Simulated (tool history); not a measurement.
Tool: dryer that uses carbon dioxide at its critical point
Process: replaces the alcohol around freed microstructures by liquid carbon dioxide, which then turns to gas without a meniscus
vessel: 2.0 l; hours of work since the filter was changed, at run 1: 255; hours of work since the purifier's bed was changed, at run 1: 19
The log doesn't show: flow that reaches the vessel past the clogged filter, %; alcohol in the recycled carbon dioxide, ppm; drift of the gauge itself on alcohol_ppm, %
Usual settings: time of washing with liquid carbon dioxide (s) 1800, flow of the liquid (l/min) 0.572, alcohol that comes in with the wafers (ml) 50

| run | day | time of washing with liquid carbon dioxide (s) | flow of the liquid (l/min) | alcohol that comes in with the wafers (ml) | hours of work since the filter was changed | hours of work since the purifier's bed was changed | alcohol left in the vessel before it's heated (ppm by volume) |
|---|---|---|---|---|---|---|---|
| 1 | 0 | 1800 | 0.572 | 50 | 255 | 19 | 88 |
| 2 | 0.375 | 2280 | 0.572 | 50 | 261 | 24 | 26 |
| 3 | 0.883 | 2280 | 0.572 | 50 | 268 | 32 | 42 |
| 4 | 1.283 | 2280 | 0.572 | 50 | 275 | 38 | 38 |
| 5 | 1.983 | 1800 | 0.572 | 50 | 285 | 49 | 112 |
| 6 | 2.35 | 1800 | 0.572 | 50 | 291 | 54 | 112 |
|  | 2.721 | inlet filter changed |
| 7 | 3.129 | 1800 | 0.572 | 50 | 6 | 65 | 72 |
| 8 | 3.562 | 1800 | 0.572 | 50 | 13 | 72 | 72 |
| 9 | 4.021 | 1800 | 0.572 | 50 | 20 | 79 | 82 |
| 10 | 4.354 | 1800 | 0.572 | 50 | 25 | 84 | 82 |
| 11 | 4.912 | 1800 | 0.572 | 50 | 33 | 93 | 77 |
| 12 | 5.633 | 1740 | 0.468 | 78 | 44 | 103 | 278 |
| 13 | 6.333 | 1740 | 0.468 | 78 | 55 | 114 | 291 |
| 14 | 7.058 | 1740 | 0.468 | 78 | 66 | 125 | 295 |
| 15 | 7.446 | 1200 | 0.507 | 24 | 72 | 131 | 340 |
| 16 | 8.138 | 1200 | 0.42 | 32 | 82 | 141 | 746 |
| 17 | 8.554 | 1200 | 0.42 | 35 | 89 | 148 | 823 |
| 18 | 8.979 | 1500 | 0.422 | 81 | 95 | 154 | 865 |
| 19 | 9.75 | 2280 | 0.574 | 50 | 107 | 166 | 89 |
| 20 | 10.192 | 1500 | 0.695 | 50 | 113 | 173 | 131 |
| 21 | 10.704 | 1440 | 0.399 | 50 | 121 | 180 | 819 |
| 22 | 11.292 | 1560 | 0.399 | 31 | 130 | 189 | 455 |

Hidden state at the last listed run before each entry between runs and at the first one after, where it differs:
Between runs 6 and 7: inlet filter changed (day 2.721)
  flow that reaches the vessel past the clogged filter, %: 85.8 -> 99.6; alcohol in the recycled carbon dioxide, ppm: 32 -> 37.8
  measured less the result without the state, alcohol left in the vessel before it's heated (ppm by volume): +77 -> +33
